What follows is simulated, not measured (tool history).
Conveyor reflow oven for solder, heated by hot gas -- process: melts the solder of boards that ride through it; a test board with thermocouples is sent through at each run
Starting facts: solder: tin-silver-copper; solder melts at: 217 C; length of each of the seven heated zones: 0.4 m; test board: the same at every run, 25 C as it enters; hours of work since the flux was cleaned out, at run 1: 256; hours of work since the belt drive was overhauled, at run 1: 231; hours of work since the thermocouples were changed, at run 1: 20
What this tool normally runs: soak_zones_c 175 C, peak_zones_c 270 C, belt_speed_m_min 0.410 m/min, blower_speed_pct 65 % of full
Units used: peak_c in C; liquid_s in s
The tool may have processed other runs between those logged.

run,hour,soak_zones_c,peak_zones_c,belt_speed_m_min,blower_speed_pct,hours of work since the flux was cleaned out,hours of work since the belt drive was overhauled,hours of work since the thermocouples were changed,peak_c,liquid_s
1,0.0,175,270,0.410,65,256,231,20,259.60,97.3
2,13.6,185,270,0.410,65,265,240,29,260.88,104.1
3,25.0,185,270,0.410,65,272,247,36,260.96,104.1
4,31.8,185,270,0.410,65,276,251,40,260.88,104.2
5,44.0,175,270,0.410,65,284,259,48,259.67,97.6
6,55.4,175,270,0.410,65,291,266,55,259.56,97.6
7,63.2,171,270,0.410,65,296,271,60,259.25,95.0
8,69.9,175,270,0.410,65,300,275,64,259.54,97.7
9,85.2,190,270,0.410,65,309,284,73,261.43,107.7
10,97.8,190,270,0.410,65,317,292,81,261.29,107.6
11,109.0,167,270,0.410,65,324,299,88,258.65,92.7
12,122.2,169,270,0.351,65,332,307,96,262.76,115.0
# hour 133.3: flux residue cleaned out of gas plates and filters
13,138.6,175,270,0.379,65,3,314,103,262.57,109.1
14,153.3,175,270,0.379,65,12,323,112,262.46,109.1
15,162.4,175,266,0.485,65,18,329,118,252.56,75.7
16,177.6,174,267,0.422,69,28,339,127,257.61,93.1
17,191.1,174,267,0.422,69,36,347,136,257.46,92.9
18,202.7,180,270,0.428,86,43,354,143,262.29,98.6

What differs in the tool's unlogged condition from the final listed run ahead of each entry between runs to the first listed run following it?
After run 12, before run 13: flux residue cleaned out of gas plates and filters (hour 133.3)
  heat that the gas passes to the board, % of a clean oven's: 92.2 -> 99.8; true gas temperature in zones 6 and 7 over the reading, C: 0.64 -> 0.67
  measured minus no-state result, peak_c: -0.32 -> +0.67 C; liquid_s: -0.5 -> +0.7 s

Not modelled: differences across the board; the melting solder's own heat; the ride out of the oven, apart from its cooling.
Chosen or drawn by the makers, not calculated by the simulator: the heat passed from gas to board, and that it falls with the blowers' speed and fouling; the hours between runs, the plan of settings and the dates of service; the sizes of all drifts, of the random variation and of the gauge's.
